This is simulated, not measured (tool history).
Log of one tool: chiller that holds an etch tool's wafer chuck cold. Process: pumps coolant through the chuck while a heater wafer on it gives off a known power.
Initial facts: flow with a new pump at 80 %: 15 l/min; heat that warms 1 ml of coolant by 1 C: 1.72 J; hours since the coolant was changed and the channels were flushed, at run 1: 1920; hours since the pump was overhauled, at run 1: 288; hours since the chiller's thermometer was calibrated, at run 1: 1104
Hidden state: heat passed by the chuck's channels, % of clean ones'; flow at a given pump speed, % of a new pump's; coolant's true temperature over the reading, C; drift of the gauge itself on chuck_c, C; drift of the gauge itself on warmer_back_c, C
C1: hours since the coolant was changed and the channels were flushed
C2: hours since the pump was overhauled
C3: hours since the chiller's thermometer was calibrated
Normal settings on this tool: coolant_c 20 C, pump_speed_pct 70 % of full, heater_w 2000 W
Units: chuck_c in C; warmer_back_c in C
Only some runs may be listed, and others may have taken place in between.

run 1 hour=0.0 | coolant_c=20 pump_speed_pct=70 heater_w=2000 | C1=1920 C2=288 C3=1104 | chuck_c=37.6 warmer_back_c=5.41
run 2 hour=94.9 | coolant_c=20 pump_speed_pct=70 heater_w=2000 | C1=2015 C2=383 C3=1199 | chuck_c=37.7 warmer_back_c=5.33
run 3 hour=187.9 | coolant_c=20 pump_speed_pct=70 heater_w=2000 | C1=2108 C2=476 C3=1292 | chuck_c=37.5 warmer_back_c=5.40
run 4 hour=252.5 | coolant_c=20 pump_speed_pct=70 heater_w=2000 | C1=2173 C2=540 C3=1357 | chuck_c=37.8 warmer_back_c=5.40
run 5 hour=303.7 | coolant_c=20 pump_speed_pct=70 heater_w=2000 | C1=2224 C2=591 C3=1408 | chuck_c=37.6 warmer_back_c=5.42
run 6 hour=400.8 | coolant_c=20 pump_speed_pct=70 heater_w=2000 | C1=2321 C2=689 C3=1505 | chuck_c=37.8 warmer_back_c=5.43
run 7 hour=458.5 | coolant_c=20 pump_speed_pct=70 heater_w=2805 | C1=2379 C2=746 C3=1562 | chuck_c=45.0 warmer_back_c=7.61
run 8 hour=559.6 | coolant_c=20 pump_speed_pct=70 heater_w=2000 | C1=2480 C2=847 C3=1664 | chuck_c=38.1 warmer_back_c=5.44
run 9 hour=670.5 | coolant_c=29 pump_speed_pct=70 heater_w=2000 | C1=2591 C2=958 C3=1775 | chuck_c=47.0 warmer_back_c=5.45
run 10 hour=754.7 | coolant_c=20 pump_speed_pct=70 heater_w=2000 | C1=2675 C2=1043 C3=1859 | chuck_c=38.1 warmer_back_c=5.49
run 11 hour=821.8 | coolant_c=20 pump_speed_pct=70 heater_w=2000 | C1=2742 C2=1110 C3=1926 | chuck_c=37.9 warmer_back_c=5.51
run 12 hour=916.3 | coolant_c=20 pump_speed_pct=70 heater_w=2000 | C1=2837 C2=1204 C3=2020 | chuck_c=38.1 warmer_back_c=5.45
run 13 hour=973.7 | coolant_c=20 pump_speed_pct=70 heater_w=2000 | C1=2894 C2=1262 C3=2078 | chuck_c=38.3 warmer_back_c=5.52
run 14 hour=1035.7 | coolant_c=15 pump_speed_pct=70 heater_w=2000 | C1=2956 C2=1323 C3=2140 | chuck_c=33.2 warmer_back_c=5.53
run 15 hour=1141.4 | coolant_c=11 pump_speed_pct=70 heater_w=2000 | C1=3062 C2=1429 C3=2245 | chuck_c=29.4 warmer_back_c=5.53
run 16 hour=1233.4 | coolant_c=20 pump_speed_pct=70 heater_w=2000 | C1=3154 C2=1521 C3=2337 | chuck_c=38.3 warmer_back_c=5.57
run 17 hour=1345.2 | coolant_c=11 pump_speed_pct=86 heater_w=2000 | C1=3265 C2=1633 C3=2449 | chuck_c=27.6 warmer_back_c=4.54
run 18 hour=1426.3 | coolant_c=21 pump_speed_pct=86 heater_w=1085 | C1=3347 C2=1714 C3=2530 | chuck_c=30.1 warmer_back_c=2.48
run 19 hour=1487.8 | coolant_c=21 pump_speed_pct=83 heater_w=2467 | C1=3408 C2=1776 C3=2592 | chuck_c=41.9 warmer_back_c=5.79
run 20 hour=1560.2 | coolant_c=30 pump_speed_pct=97 heater_w=1074 | C1=3481 C2=1848 C3=2664 | chuck_c=38.9 warmer_back_c=2.12
run 21 hour=1658.6 | coolant_c=20 pump_speed_pct=70 heater_w=1122 | C1=3579 C2=1946 C3=2763 | chuck_c=31.0 warmer_back_c=3.08
run 22 hour=1744.0 | coolant_c=20 pump_speed_pct=76 heater_w=2000 | C1=3664 C2=2032 C3=2848 | chuck_c=37.9 warmer_back_c=5.13
run 23 hour=1829.2 | coolant_c=15 pump_speed_pct=76 heater_w=1467 | C1=3749 C2=2117 C3=2933 | chuck_c=28.3 warmer_back_c=3.76
run 24 hour=1930.0 | coolant_c=18 pump_speed_pct=76 heater_w=1232 | C1=3850 C2=2218 C3=3034 | chuck_c=29.2 warmer_back_c=3.24
run 25 hour=1990.5 | coolant_c=19 pump_speed_pct=65 heater_w=2000 | C1=3911 C2=2278 C3=3095 | chuck_c=38.6 warmer_back_c=6.04
run 26 hour=2076.8 | coolant_c=19 pump_speed_pct=65 heater_w=2000 | C1=3997 C2=2365 C3=3181 | chuck_c=38.6 warmer_back_c=5.99
run 27 hour=2135.8 | coolant_c=13 pump_speed_pct=80 heater_w=1152 | C1=4056 C2=2424 C3=3240 | chuck_c=23.4 warmer_back_c=2.80
run 28 hour=2218.1 | coolant_c=13 pump_speed_pct=80 heater_w=2011 | C1=4138 C2=2506 C3=3322 | chuck_c=30.9 warmer_back_c=4.99
run 29 hour=2315.1 | coolant_c=15 pump_speed_pct=85 heater_w=1022 | C1=4235 C2=2603 C3=3419 | chuck_c=24.3 warmer_back_c=2.37
-- hour=2361.7 chiller's thermometer calibrated
run 30 hour=2367.2 | coolant_c=15 pump_speed_pct=85 heater_w=1022 | C1=4287 C2=2654 C3=6 | chuck_c=23.8 warmer_back_c=2.35
run 31 hour=2430.9 | coolant_c=15 pump_speed_pct=85 heater_w=1022 | C1=4350 C2=2718 C3=69 | chuck_c=23.8 warmer_back_c=2.41
run 32 hour=2515.6 | coolant_c=15 pump_speed_pct=74 heater_w=2544 | C1=4435 C2=2802 C3=154 | chuck_c=38.1 warmer_back_c=6.77

Each run again, without the hidden state but with its own random variation kept:
run=1 chuck_c=36.7 warmer_back_c=5.34
run=2 chuck_c=36.8 warmer_back_c=5.25
run=3 chuck_c=36.5 warmer_back_c=5.31
run=4 chuck_c=36.7 warmer_back_c=5.30
run=5 chuck_c=36.6 warmer_back_c=5.32
run=6 chuck_c=36.6 warmer_back_c=5.31
run=7 chuck_c=43.4 warmer_back_c=7.44
run=8 chuck_c=36.8 warmer_back_c=5.31
run=9 chuck_c=45.7 warmer_back_c=5.30
run=10 chuck_c=36.7 warmer_back_c=5.34
run=11 chuck_c=36.4 warmer_back_c=5.35
run=12 chuck_c=36.7 warmer_back_c=5.28
run=13 chuck_c=36.8 warmer_back_c=5.35
run=14 chuck_c=31.7 warmer_back_c=5.35
run=15 chuck_c=27.8 warmer_back_c=5.34
run=16 chuck_c=36.6 warmer_back_c=5.37
run=17 chuck_c=25.9 warmer_back_c=4.37
run=18 chuck_c=29.1 warmer_back_c=2.38
run=19 chuck_c=39.9 warmer_back_c=5.56
run=20 chuck_c=37.8 warmer_back_c=2.02
run=21 chuck_c=29.7 warmer_back_c=2.94
run=22 chuck_c=35.9 warmer_back_c=4.89
run=23 chuck_c=26.7 warmer_back_c=3.58
run=24 chuck_c=27.8 warmer_back_c=3.08
run=25 chuck_c=36.4 warmer_back_c=5.73
run=26 chuck_c=36.4 warmer_back_c=5.68
run=27 chuck_c=22.0 warmer_back_c=2.65
run=28 chuck_c=28.7 warmer_back_c=4.72
run=29 chuck_c=22.9 warmer_back_c=2.24
run=30 chuck_c=22.9 warmer_back_c=2.21
run=31 chuck_c=22.8 warmer_back_c=2.26
run=32 chuck_c=35.6 warmer_back_c=6.35

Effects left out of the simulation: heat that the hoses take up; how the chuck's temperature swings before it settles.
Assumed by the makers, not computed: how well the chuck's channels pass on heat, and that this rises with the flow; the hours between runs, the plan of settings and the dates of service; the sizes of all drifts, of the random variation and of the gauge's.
